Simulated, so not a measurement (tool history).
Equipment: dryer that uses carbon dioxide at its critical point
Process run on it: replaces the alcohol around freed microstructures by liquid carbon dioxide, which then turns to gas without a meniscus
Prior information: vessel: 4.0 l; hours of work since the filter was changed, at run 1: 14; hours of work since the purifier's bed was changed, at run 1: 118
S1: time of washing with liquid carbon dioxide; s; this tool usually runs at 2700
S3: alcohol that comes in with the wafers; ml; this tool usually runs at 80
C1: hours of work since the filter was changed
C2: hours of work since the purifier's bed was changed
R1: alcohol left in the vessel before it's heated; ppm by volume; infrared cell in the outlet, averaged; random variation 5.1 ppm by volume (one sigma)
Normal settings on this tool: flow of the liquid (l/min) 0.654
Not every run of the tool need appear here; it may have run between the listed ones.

Run 1, hour 0.0: usual settings; C1 14; C2 118. Result: R1 82 ppm by volume.
Run 2, hour 7.6: usual settings; C1 20; C2 123. Result: R1 82 ppm by volume.
Run 3, hour 22.1: usual settings; C1 30; C2 134. Result: R1 83 ppm by volume.
Run 4, hour 34.2: usual settings; C1 39; C2 142. Result: R1 84 ppm by volume.
Run 5, hour 48.1: usual settings but S3 39 ml; C1 49; C2 152. Result: R1 73 ppm by volume.
Run 6, hour 59.2: usual settings but S3 39 ml; C1 57; C2 160. Result: R1 65 ppm by volume.
Run 7, hour 71.0: usual settings but S3 26 ml; C1 65; C2 169. Result: R1 56 ppm by volume.
Run 8, hour 84.9: usual settings but S3 26 ml; C1 75; C2 179. Result: R1 68 ppm by volume.
Run 9, hour 97.1: usual settings but S1 1740 s, flow of the liquid (l/min) 0.875, S3 29 ml; C1 84; C2 187. Result: R1 92 ppm by volume.
Run 10, hour 110.9: usual settings but S1 2880 s, S3 26 ml; C1 94; C2 197. Result: R1 50 ppm by volume.

Consider 5 possible next runs. They are alternatives, not a sequence: every one starts from the tool as it was left by run 10. What does each give?
Run A, hour 129.0: usual settings but S1 2100 s, flow of the liquid (l/min) 0.776, S3 36 ml; C1 107; C2 210. Result: R1 ?.
Run B, hour 129.0: usual settings but S1 1620 s, flow of the liquid (l/min) 0.446, S3 21 ml; C1 107; C2 210. Result: R1 ?.
Run C, hour 129.0: usual settings but S1 2880 s, flow of the liquid (l/min) 0.434, S3 66 ml; C1 107; C2 210. Result: R1 ?.
Run D, hour 129.0: usual settings but S1 4020 s, S3 38 ml; C1 107; C2 210. Result: R1 ?.
Run E, hour 129.0: usual settings but S1 2460 s, S3 22 ml; C1 107; C2 210. Result: R1 ?.

run   R1
  A   98
  B  660
  C  423
  D   40
  E   80
Without the tool's unlogged condition, the same runs would have read:
run   R1
  A   39
  B  505
  C  272
  D    0
  E   26
